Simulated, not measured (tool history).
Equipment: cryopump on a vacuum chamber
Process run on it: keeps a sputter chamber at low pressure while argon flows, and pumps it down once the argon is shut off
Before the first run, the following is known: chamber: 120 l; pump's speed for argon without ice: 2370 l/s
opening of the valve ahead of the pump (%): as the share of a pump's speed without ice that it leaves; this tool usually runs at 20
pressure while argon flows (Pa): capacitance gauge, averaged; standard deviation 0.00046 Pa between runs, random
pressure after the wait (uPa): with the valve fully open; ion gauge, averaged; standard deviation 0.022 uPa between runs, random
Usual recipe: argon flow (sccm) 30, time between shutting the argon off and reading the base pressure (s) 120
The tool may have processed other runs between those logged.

| run | day | argon flow (sccm) | time between shutting the argon off and reading the base pressure (s) | opening of the valve ahead of the pump (%) | pressure while argon flows (Pa) | pressure after the wait (uPa) |
|---|---|---|---|---|---|---|
| 1 | 0.000 | 30 | 120 | 20 | 0.1074 | 0.75 |
| 2 | 1.942 | 30 | 120 | 20 | 0.1080 | 0.74 |
| 3 | 4.042 | 26 | 120 | 20 | 0.0944 | 0.78 |
| 4 | 5.804 | 30 | 27 | 20 | 0.1083 | 2.40 |
| 5 | 9.529 | 30 | 27 | 29 | 0.0754 | 2.42 |
| 6 | 11.388 | 30 | 69 | 20 | 0.1090 | 1.08 |
| 7 | 15.654 | 30 | 56 | 20 | 0.1093 | 1.40 |
| 8 | 19.200 | 30 | 56 | 20 | 0.1090 | 1.31 |
| 9 | 21.438 | 22 | 120 | 20 | 0.0804 | 0.79 |
| 10 | 24.608 | 22 | 120 | 20 | 0.0804 | 0.82 |
| 11 | 27.346 | 22 | 120 | 20 | 0.0805 | 0.86 |
| 12 | 30.458 | 21 | 120 | 20 | 0.0777 | 0.81 |
| 13 | 32.717 | 30 | 102 | 20 | 0.1102 | 0.91 |
| 14 | 35.538 | 30 | 102 | 20 | 0.1118 | 0.92 |
| 15 | 37.962 | 30 | 102 | 20 | 0.1115 | 0.93 |
| 16 | 40.575 | 48 | 33 | 23 | 0.1563 | 2.17 |
| 17 | 42.817 | 14 | 182 | 28 | 0.0374 | 0.66 |
| 18 | 44.621 | 22 | 195 | 25 | 0.0663 | 0.69 |
| 19 | 47.329 | 22 | 195 | 25 | 0.0667 | 0.68 |
|  | 50.229 | pump warmed up, emptied and cooled again |
| 20 | 51.467 | 30 | 244 | 26 | 0.0823 | 0.56 |
| 21 | 54.850 | 30 | 244 | 26 | 0.0831 | 0.57 |
| 22 | 58.996 | 30 | 120 | 59 | 0.0369 | 0.78 |
| 23 | 61.446 | 30 | 90 | 43 | 0.0505 | 0.98 |
| 24 | 63.800 | 30 | 120 | 41 | 0.0536 | 0.83 |
| 25 | 67.850 | 30 | 56 | 24 | 0.0905 | 1.41 |
| 26 | 70.475 | 30 | 56 | 24 | 0.0909 | 1.38 |
| 27 | 73.700 | 27 | 118 | 19 | 0.1028 | 0.90 |
| 28 | 76.775 | 47 | 181 | 19 | 0.1788 | 0.65 |
| 29 | 78.888 | 47 | 181 | 19 | 0.1810 | 0.70 |
| 30 | 82.442 | 55 | 127 | 19 | 0.2119 | 0.86 |

Forecast each of these 3 alternatives for the next run:
| A | 86.267 | 30 | 120 | 16 | ? | ? |
| B | 86.267 | 30 | 120 | 33 | ? | ? |
| C | 86.267 | 55 | 127 | 39 | ? | ? |

| run | pressure while argon flows (Pa) | pressure after the wait (uPa) |
|---|---|---|
| A | 0.1368 | 0.92 |
| B | 0.0674 | 0.86 |
| C | 0.1064 | 0.85 |
Without the tool's hidden state the same runs would have given:
| run | pressure while argon flows (Pa) | pressure after the wait (uPa) |
|---|---|---|
| A | 0.1338 | 0.62 |
| B | 0.0643 | 0.58 |
| C | 0.1008 | 0.57 |

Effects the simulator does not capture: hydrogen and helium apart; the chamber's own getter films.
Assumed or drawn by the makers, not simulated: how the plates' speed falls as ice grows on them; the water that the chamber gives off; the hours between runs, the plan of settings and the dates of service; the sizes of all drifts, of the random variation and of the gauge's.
